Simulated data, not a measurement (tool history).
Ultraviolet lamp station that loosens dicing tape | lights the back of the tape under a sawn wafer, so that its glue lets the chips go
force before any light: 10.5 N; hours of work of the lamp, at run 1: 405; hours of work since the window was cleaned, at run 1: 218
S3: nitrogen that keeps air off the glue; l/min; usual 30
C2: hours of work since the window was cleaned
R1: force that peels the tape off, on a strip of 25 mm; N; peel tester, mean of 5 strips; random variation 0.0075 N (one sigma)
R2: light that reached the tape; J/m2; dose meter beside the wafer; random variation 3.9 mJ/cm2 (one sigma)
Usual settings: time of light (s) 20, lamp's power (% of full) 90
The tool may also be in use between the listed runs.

run 1 hour=0 | time_of_light_(s)=20 lamp's_power_(%_of_full)=90 S3=30 | hours_of_work_of_the_lamp=405 C2=218 | R1=0.448 R2=5340
run 2 hour=19.5 | time_of_light_(s)=12 lamp's_power_(%_of_full)=90 S3=30 | hours_of_work_of_the_lamp=416 C2=229 | R1=1.392 R2=3210
run 3 hour=38.5 | time_of_light_(s)=12 lamp's_power_(%_of_full)=90 S3=30 | hours_of_work_of_the_lamp=428 C2=240 | R1=1.514 R2=3250
run 4 hour=57.4 | time_of_light_(s)=12 lamp's_power_(%_of_full)=90 S3=30 | hours_of_work_of_the_lamp=439 C2=252 | R1=1.451 R2=3170
run 5 hour=73.3 | time_of_light_(s)=20 lamp's_power_(%_of_full)=90 S3=30 | hours_of_work_of_the_lamp=448 C2=261 | R1=0.519 R2=5130
run 6 hour=95.4 | time_of_light_(s)=20 lamp's_power_(%_of_full)=90 S3=30 | hours_of_work_of_the_lamp=461 C2=274 | R1=0.495 R2=5120
run 7 hour=123.1 | time_of_light_(s)=20 lamp's_power_(%_of_full)=90 S3=30 | hours_of_work_of_the_lamp=478 C2=291 | R1=0.5 R2=5120
run 8 hour=147.3 | time_of_light_(s)=20 lamp's_power_(%_of_full)=90 S3=31 | hours_of_work_of_the_lamp=492 C2=305 | R1=0.495 R2=5050
run 9 hour=179.1 | time_of_light_(s)=20 lamp's_power_(%_of_full)=90 S3=31 | hours_of_work_of_the_lamp=511 C2=324 | R1=0.537 R2=5020
run 10 hour=194.8 | time_of_light_(s)=20 lamp's_power_(%_of_full)=85 S3=30 | hours_of_work_of_the_lamp=520 C2=333 | R1=0.636 R2=4700
-- hour=201.3 window cleaned of glue's vapour
run 11 hour=226.6 | time_of_light_(s)=18 lamp's_power_(%_of_full)=90 S3=30 | hours_of_work_of_the_lamp=539 C2=15 | R1=0.492 R2=5140
run 12 hour=256.9 | time_of_light_(s)=18 lamp's_power_(%_of_full)=90 S3=30 | hours_of_work_of_the_lamp=556 C2=33 | R1=0.529 R2=5070
run 13 hour=282.5 | time_of_light_(s)=20 lamp's_power_(%_of_full)=90 S3=59 | hours_of_work_of_the_lamp=572 C2=48 | R1=0.302 R2=5630
run 14 hour=304.1 | time_of_light_(s)=20 lamp's_power_(%_of_full)=90 S3=30 | hours_of_work_of_the_lamp=584 C2=61 | R1=0.411 R2=5550
run 15 hour=326 | time_of_light_(s)=20 lamp's_power_(%_of_full)=90 S3=30 | hours_of_work_of_the_lamp=597 C2=74 | R1=0.421 R2=5510
run 16 hour=341.5 | time_of_light_(s)=20 lamp's_power_(%_of_full)=90 S3=30 | hours_of_work_of_the_lamp=606 C2=83 | R1=0.442 R2=5480
run 17 hour=368.3 | time_of_light_(s)=20 lamp's_power_(%_of_full)=90 S3=34 | hours_of_work_of_the_lamp=622 C2=99 | R1=0.434 R2=5380
run 18 hour=395.5 | time_of_light_(s)=20 lamp's_power_(%_of_full)=90 S3=34 | hours_of_work_of_the_lamp=638 C2=115 | R1=0.433 R2=5340
run 19 hour=421.2 | time_of_light_(s)=20 lamp's_power_(%_of_full)=90 S3=30 | hours_of_work_of_the_lamp=654 C2=130 | R1=0.482 R2=5230
run 20 hour=446.2 | time_of_light_(s)=20 lamp's_power_(%_of_full)=90 S3=30 | hours_of_work_of_the_lamp=668 C2=145 | R1=0.487 R2=5220
run 21 hour=470.1 | time_of_light_(s)=20 lamp's_power_(%_of_full)=90 S3=30 | hours_of_work_of_the_lamp=682 C2=159 | R1=0.504 R2=5130
run 22 hour=486.5 | time_of_light_(s)=20 lamp's_power_(%_of_full)=90 S3=30 | hours_of_work_of_the_lamp=692 C2=169 | R1=0.519 R2=5090
run 23 hour=507.5 | time_of_light_(s)=20 lamp's_power_(%_of_full)=95 S3=13 | hours_of_work_of_the_lamp=705 C2=181 | R1=0.775 R2=5340
run 24 hour=538.8 | time_of_light_(s)=16 lamp's_power_(%_of_full)=66 S3=19 | hours_of_work_of_the_lamp=723 C2=200 | R1=2.068 R2=2890
run 25 hour=568.3 | time_of_light_(s)=26 lamp's_power_(%_of_full)=77 S3=51 | hours_of_work_of_the_lamp=741 C2=217 | R1=0.329 R2=5460
run 26 hour=583.6 | time_of_light_(s)=26 lamp's_power_(%_of_full)=77 S3=31 | hours_of_work_of_the_lamp=750 C2=226 | R1=0.441 R2=5420
run 27 hour=604.7 | time_of_light_(s)=17 lamp's_power_(%_of_full)=90 S3=30 | hours_of_work_of_the_lamp=762 C2=238 | R1=0.856 R2=4110
run 28 hour=635.7 | time_of_light_(s)=20 lamp's_power_(%_of_full)=90 S3=35 | hours_of_work_of_the_lamp=780 C2=257 | R1=0.553 R2=4740
run 29 hour=656.8 | time_of_light_(s)=20 lamp's_power_(%_of_full)=67 S3=15 | hours_of_work_of_the_lamp=793 C2=269 | R1=1.594 R2=3470
run 30 hour=687.6 | time_of_light_(s)=18 lamp's_power_(%_of_full)=95 S3=16 | hours_of_work_of_the_lamp=811 C2=288 | R1=1.039 R2=4430
run 31 hour=711.1 | time_of_light_(s)=18 lamp's_power_(%_of_full)=95 S3=16 | hours_of_work_of_the_lamp=825 C2=301 | R1=1.103 R2=4450
run 32 hour=739.7 | time_of_light_(s)=18 lamp's_power_(%_of_full)=86 S3=16 | hours_of_work_of_the_lamp=842 C2=318 | R1=1.307 R2=3950

Forecast run 33:
-- hour=770.5 window cleaned of glue's vapour
run 33 hour=772.3 | time_of_light_(s)=16 lamp's_power_(%_of_full)=89 S3=19 | hours_of_work_of_the_lamp=861 C2=1 | R1=? R2=?

{"run 33": {"R1": 1.102, "R2": 4150}}
Without the tool's hidden state the same run would have given R1 0.662 N, R2 5210 J/m2.

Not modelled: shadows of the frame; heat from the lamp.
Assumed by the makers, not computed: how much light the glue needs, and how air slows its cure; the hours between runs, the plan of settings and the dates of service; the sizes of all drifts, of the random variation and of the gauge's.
